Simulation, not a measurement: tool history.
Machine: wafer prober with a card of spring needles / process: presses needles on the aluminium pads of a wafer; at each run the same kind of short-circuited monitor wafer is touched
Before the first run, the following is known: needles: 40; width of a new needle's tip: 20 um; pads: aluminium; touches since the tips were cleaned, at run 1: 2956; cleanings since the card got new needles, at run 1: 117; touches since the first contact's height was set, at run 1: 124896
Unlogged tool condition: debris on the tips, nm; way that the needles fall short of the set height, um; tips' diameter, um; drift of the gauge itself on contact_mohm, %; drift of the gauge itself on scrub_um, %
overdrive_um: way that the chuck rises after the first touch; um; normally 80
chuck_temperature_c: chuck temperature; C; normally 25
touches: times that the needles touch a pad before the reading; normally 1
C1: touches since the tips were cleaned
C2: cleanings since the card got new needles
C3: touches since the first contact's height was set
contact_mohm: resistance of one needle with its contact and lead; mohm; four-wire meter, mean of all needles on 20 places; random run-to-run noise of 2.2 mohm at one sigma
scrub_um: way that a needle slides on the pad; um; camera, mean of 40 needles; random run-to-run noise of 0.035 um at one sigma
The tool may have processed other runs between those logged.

Run 1, hour 0: usual settings; C1 2956; C2 117; C3 124896. Result: contact_mohm 284 mohm, scrub_um 10.42 um.
At hour 10.7: tips cleaned on abrasive film.
At hour 34.9: tips cleaned on abrasive film.
At hour 57.4: tips cleaned on abrasive film.
Run 2, hour 75.3: usual settings; C1 4058; C2 120; C3 141916. Result: contact_mohm 291 mohm, scrub_um 10.31 um.
At hour 80.7: tips cleaned on abrasive film.
At hour 105.7: tips cleaned on abrasive film.
Run 3, hour 112.7: usual settings; C1 1592; C2 122; C3 150352. Result: contact_mohm 268 mohm, scrub_um 10.41 um.
At hour 128.8: tips cleaned on abrasive film.
Run 4, hour 147.1: usual settings but overdrive_um 68 um; C1 4148; C2 123; C3 158122. Result: contact_mohm 315 mohm, scrub_um 8.72 um.
At hour 152.5: tips cleaned on abrasive film.
At hour 175.7: tips cleaned on abrasive film.
At hour 199.6: tips cleaned on abrasive film.
Run 5, hour 214.9: usual settings but overdrive_um 68 um; C1 3465; C2 126; C3 173450. Result: contact_mohm 305 mohm, scrub_um 8.75 um.
At hour 222.3: tips cleaned on abrasive film.
At hour 246.7: tips cleaned on abrasive film.
At hour 263: height of the first contact set anew.
At hour 273.8: tips cleaned on abrasive film.
Run 6, hour 290.1: usual settings but touches 2; C1 3711; C2 129; C3 6125. Result: contact_mohm 274 mohm, scrub_um 10.59 um.
At hour 298.6: tips cleaned on abrasive film.
At hour 322.9: tips cleaned on abrasive film.
At hour 348.4: tips cleaned on abrasive film.
Run 7, hour 362.7: usual settings but touches 2; C1 3259; C2 132; C3 22533. Result: contact_mohm 272 mohm, scrub_um 10.49 um.
At hour 372.6: tips cleaned on abrasive film.
At hour 396: tips cleaned on abrasive film.
At hour 419.4: tips cleaned on abrasive film.
Run 8, hour 424.3: usual settings but touches 2; C1 1111; C2 135; C3 36424. Result: contact_mohm 256 mohm, scrub_um 10.53 um.
At hour 442.8: tips cleaned on abrasive film.
At hour 469.5: tips cleaned on abrasive film.
At hour 493.3: tips cleaned on abrasive film.
Run 9, hour 506.8: usual settings; C1 3060; C2 138; C3 55082. Result: contact_mohm 285 mohm, scrub_um 10.48 um.
At hour 517.5: tips cleaned on abrasive film.
At hour 542.3: tips cleaned on abrasive film.
At hour 565.7: tips cleaned on abrasive film.
Run 10, hour 569.1: usual settings; C1 768; C2 141; C3 69148. Result: contact_mohm 262 mohm, scrub_um 10.45 um.
At hour 590.9: tips cleaned on abrasive film.
At hour 614.5: tips cleaned on abrasive film.
At hour 638: tips cleaned on abrasive film.
Run 11, hour 646.4: usual settings; C1 1917; C2 144; C3 86625. Result: contact_mohm 279 mohm, scrub_um 10.44 um.
At hour 661.6: tips cleaned on abrasive film.
At hour 683.7: tips cleaned on abrasive film.
At hour 707.8: tips cleaned on abrasive film.
Run 12, hour 717.9: usual settings; C1 2298; C2 147; C3 102770. Result: contact_mohm 281 mohm, scrub_um 10.41 um.
At hour 732.4: tips cleaned on abrasive film.
At hour 756.1: tips cleaned on abrasive film.
Run 13, hour 759.8: usual settings but overdrive_um 91 um; C1 840; C2 149; C3 112226. Result: contact_mohm 257 mohm, scrub_um 11.84 um.
At hour 779.6: tips cleaned on abrasive film.
At hour 800.9: tips cleaned on abrasive film.
Run 14, hour 818.9: usual settings but overdrive_um 69 um, chuck_temperature_c 101 C, touches 2; C1 4067; C2 151; C3 125588. Result: contact_mohm 304 mohm, scrub_um 8.93 um.
At hour 824.3: tips cleaned on abrasive film.
At hour 848.8: tips cleaned on abrasive film.
At hour 871.9: tips cleaned on abrasive film.
Run 15, hour 888.8: usual settings but overdrive_um 94 um, chuck_temperature_c 46 C; C1 3828; C2 154; C3 141381. Result: contact_mohm 279 mohm, scrub_um 12.18 um.
At hour 894.2: tips cleaned on abrasive film.
At hour 920: tips cleaned on abrasive film.
At hour 944.4: tips cleaned on abrasive film.
Run 16, hour 945.5: usual settings but overdrive_um 94 um, chuck_temperature_c 46 C; C1 243; C2 157; C3 154176. Result: contact_mohm 255 mohm, scrub_um 12.1 um.
At hour 966.9: tips cleaned on abrasive film.
At hour 991.1: tips cleaned on abrasive film.
At hour 1017.5: tips cleaned on abrasive film.
Run 17, hour 1025: usual settings but overdrive_um 87 um; C1 1706; C2 160; C3 172153. Result: contact_mohm 270 mohm, scrub_um 11.22 um.
At hour 1042.6: tips cleaned on abrasive film.
At hour 1068.6: tips cleaned on abrasive film.
At hour 1079.6: height of the first contact set anew.
At hour 1095.2: tips cleaned on abrasive film.
Run 18, hour 1106.4: usual settings but chuck_temperature_c 58 C; C1 2548; C2 163; C3 6060. Result: contact_mohm 295 mohm, scrub_um 10.56 um.
At hour 1118.5: tips cleaned on abrasive film.
At hour 1144.2: tips cleaned on abrasive film.
Run 19, hour 1146.3: usual settings but chuck_temperature_c 58 C; C1 457; C2 165; C3 15059. Result: contact_mohm 265 mohm, scrub_um 10.63 um.
At hour 1166.6: tips cleaned on abrasive film.
At hour 1191: tips cleaned on abrasive film.
Run 20, hour 1196: usual settings but overdrive_um 64 um, chuck_temperature_c 29 C; C1 1128; C2 167; C3 26297. Result: contact_mohm 286 mohm, scrub_um 8.37 um.
At hour 1214.1: tips cleaned on abrasive film.
At hour 1240.1: tips cleaned on abrasive film.
At hour 1265.2: tips cleaned on abrasive film.
Run 21, hour 1278.3: usual settings but overdrive_um 64 um, chuck_temperature_c 38 C, touches 2; C1 2977; C2 170; C3 44895. Result: contact_mohm 291 mohm, scrub_um 8.31 um.
At hour 1286.8: tips cleaned on abrasive film.
At hour 1310.4: tips cleaned on abrasive film.
At hour 1336.2: tips cleaned on abrasive film.
Run 22, hour 1355.4: usual settings but overdrive_um 97 um, chuck_temperature_c 108 C, touches 3; C1 4357; C2 173; C3 62335. Result: contact_mohm 275 mohm, scrub_um 12.69 um.
At hour 1360.9: tips cleaned on abrasive film.
At hour 1386.9: tips cleaned on abrasive film.
At hour 1412.6: tips cleaned on abrasive film.
Run 23, hour 1426.1: usual settings but overdrive_um 74 um, chuck_temperature_c 83 C; C1 3067; C2 176; C3 78293. Result: contact_mohm 309 mohm, scrub_um 9.68 um.
At hour 1436.8: tips cleaned on abrasive film.
At hour 1461.9: tips cleaned on abrasive film.
Run 24, hour 1480.2: usual settings but overdrive_um 79 um, chuck_temperature_c 93 C; C1 4159; C2 178; C3 90522. Result: contact_mohm 311 mohm, scrub_um 10.29 um.
At hour 1485.6: tips cleaned on abrasive film.
At hour 1512.2: tips cleaned on abrasive film.
At hour 1537.3: tips cleaned on abrasive film.
Run 25, hour 1542.1: usual settings but overdrive_um 82 um, chuck_temperature_c 68 C, touches 2; C1 1096; C2 181; C3 104506. Result: contact_mohm 267 mohm, scrub_um 10.68 um.
At hour 1560.7: tips cleaned on abrasive film.
At hour 1587.4: tips cleaned on abrasive film.
Run 26, hour 1590.1: usual settings but overdrive_um 79 um, chuck_temperature_c 58 C; C1 617; C2 183; C3 115340. Result: contact_mohm 270 mohm, scrub_um 10.24 um.

Each row is a separate what-if for the run after 26, all from the same tool condition, not one after another. Results?
At hour 1611.4: tips cleaned on abrasive film.
At hour 1634: tips cleaned on abrasive film.
Run A, hour 1637.8: usual settings but overdrive_um 79 um, chuck_temperature_c 38 C, touches 2; C1 865; C2 185; C3 126131. Result: contact_mohm ?, scrub_um ?.
At hour 1611.4: tips cleaned on abrasive film.
At hour 1634: tips cleaned on abrasive film.
Run B, hour 1637.8: usual settings but overdrive_um 76 um, chuck_temperature_c 28 C, touches 2; C1 865; C2 185; C3 126131. Result: contact_mohm ?, scrub_um ?.
At hour 1611.4: tips cleaned on abrasive film.
At hour 1634: tips cleaned on abrasive film.
Run C, hour 1637.8: usual settings but overdrive_um 79 um, chuck_temperature_c 58 C; C1 865; C2 185; C3 126131. Result: contact_mohm ?, scrub_um ?.

run  contact_mohm  scrub_um
  A           260     10.23
  B           260      9.86
  C           279     10.24
Stripped of hidden state, with their random variation kept, the same runs would have yielded:
run  contact_mohm  scrub_um
  A           245     10.42
  B           244     10.04
  C           255     10.42

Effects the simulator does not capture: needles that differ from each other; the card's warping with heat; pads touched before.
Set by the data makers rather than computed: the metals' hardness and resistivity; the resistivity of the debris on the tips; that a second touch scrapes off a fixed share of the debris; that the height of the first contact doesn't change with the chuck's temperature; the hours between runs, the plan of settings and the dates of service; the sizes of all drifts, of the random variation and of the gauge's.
